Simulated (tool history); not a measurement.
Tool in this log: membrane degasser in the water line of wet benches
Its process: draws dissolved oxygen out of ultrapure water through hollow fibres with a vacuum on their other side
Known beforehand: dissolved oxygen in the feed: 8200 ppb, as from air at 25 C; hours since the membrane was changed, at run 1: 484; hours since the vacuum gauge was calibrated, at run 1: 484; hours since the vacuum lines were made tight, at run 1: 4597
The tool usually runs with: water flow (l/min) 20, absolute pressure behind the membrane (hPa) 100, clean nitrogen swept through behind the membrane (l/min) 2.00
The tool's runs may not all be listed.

run    hour  water flow (l/min)  absolute pressure behind the membrane (hPa)  clean nitrogen swept through behind the membrane (l/min)  hours since the membrane was changed  hours since the vacuum gauge was calibrated  hours since the vacuum lines were made tight  dissolved oxygen in the water behind the degasser (ppb)  pressure that the water loses in the fibres (hPa)
  1     0.0                  20                                          100                                                      2.00                                   484                                          484                                          4597                                                    191.3                                              383.5
  2   285.5                  20                                          100                                                      2.00                                   769                                          769                                          4882                                                    191.0                                              381.2
  3   568.8                  20                                          100                                                      5.16                                  1053                                         1053                                          5166                                                     95.7                                              382.4
  4   808.9                  20                                          100                                                      5.16                                  1293                                         1293                                          5406                                                     93.5                                              383.3
  5  1104.5                  20                                          100                                                      5.16                                  1588                                         1588                                          5701                                                     95.8                                              385.9
  6  1349.8                  20                                          100                                                      5.16                                  1834                                         1834                                          5947                                                     95.7                                              387.2
  7  1581.3                  20                                          100                                                      2.00                                  2065                                         2065                                          6178                                                    196.1                                              386.1
  8  1794.0                  20                                          100                                                      1.29                                  2278                                         2278                                          6391                                                    273.9                                              385.6
     1823.1  -- vacuum gauge calibrated
  9  1996.6                  20                                          100                                                      3.57                                  2480                                          173                                          6593                                                    128.2                                              393.7
 10  2304.3                  20                                           93                                                      2.00                                  2788                                          481                                          6901                                                    180.7                                              388.6
 11  2428.6                  12                                          210                                                      0.85                                  2912                                          606                                          7025                                                    604.4                                              234.0
     2449.5  -- vacuum gauge calibrated, once more
 12  2705.6                  17                                          210                                                      0.85                                  3188                                          256                                          7302                                                    766.5                                              329.5
 13  2952.5                  13                                           88                                                      1.35                                  3435                                          503                                          7548                                                    143.7                                              254.5
 14  3246.7                  19                                          194                                                      1.35                                  3730                                          797                                          7843                                                    543.2                                              373.0
     3401.6  -- seals of the vacuum lines changed
 15  3511.3                  27                                          194                                                      1.35                                  3992                                         1060                                           110                                                    719.9                                              531.9
 16  3746.6                  27                                           64                                                      1.35                                  4228                                         1295                                           345                                                    202.0                                              530.7
 17  3903.8                  27                                           64                                                      1.35                                  4385                                         1452                                           502                                                    205.4                                              528.6

5 ways to go on from here, each from the tool as it stands after run 17. What would each give?
  A  4088.3                  14                                          100                                                      2.18                                  4569                                         1637                                           687                                                        ?                                                  ?
  B  4088.3                  24                                           73                                                      5.19                                  4569                                         1637                                           687                                                        ?                                                  ?
  C  4088.3                  12                                           64                                                      1.35                                  4569                                         1637                                           687                                                        ?                                                  ?
  D  4088.3                  13                                          201                                                      5.70                                  4569                                         1637                                           687                                                        ?                                                  ?
  E  4088.3                  16                                          100                                                      2.51                                  4569                                         1637                                           687                                                        ?                                                  ?

run  dissolved oxygen in the water behind the degasser (ppb)  pressure that the water loses in the fibres (hPa)
  A                                                    116.2                                              272.5
  B                                                     95.1                                              474.0
  C                                                     79.6                                              234.2
  D                                                    104.4                                              258.6
  E                                                    122.9                                              315.1
Take away the tool's hidden state, keep each run's random variation, and the runs would have read:
run  dissolved oxygen in the water behind the degasser (ppb)  pressure that the water loses in the fibres (hPa)
  A                                                    111.2                                              263.0
  B                                                     85.5                                              457.7
  C                                                     74.6                                              226.1
  D                                                    101.0                                              249.8
  E                                                    117.0                                              304.2

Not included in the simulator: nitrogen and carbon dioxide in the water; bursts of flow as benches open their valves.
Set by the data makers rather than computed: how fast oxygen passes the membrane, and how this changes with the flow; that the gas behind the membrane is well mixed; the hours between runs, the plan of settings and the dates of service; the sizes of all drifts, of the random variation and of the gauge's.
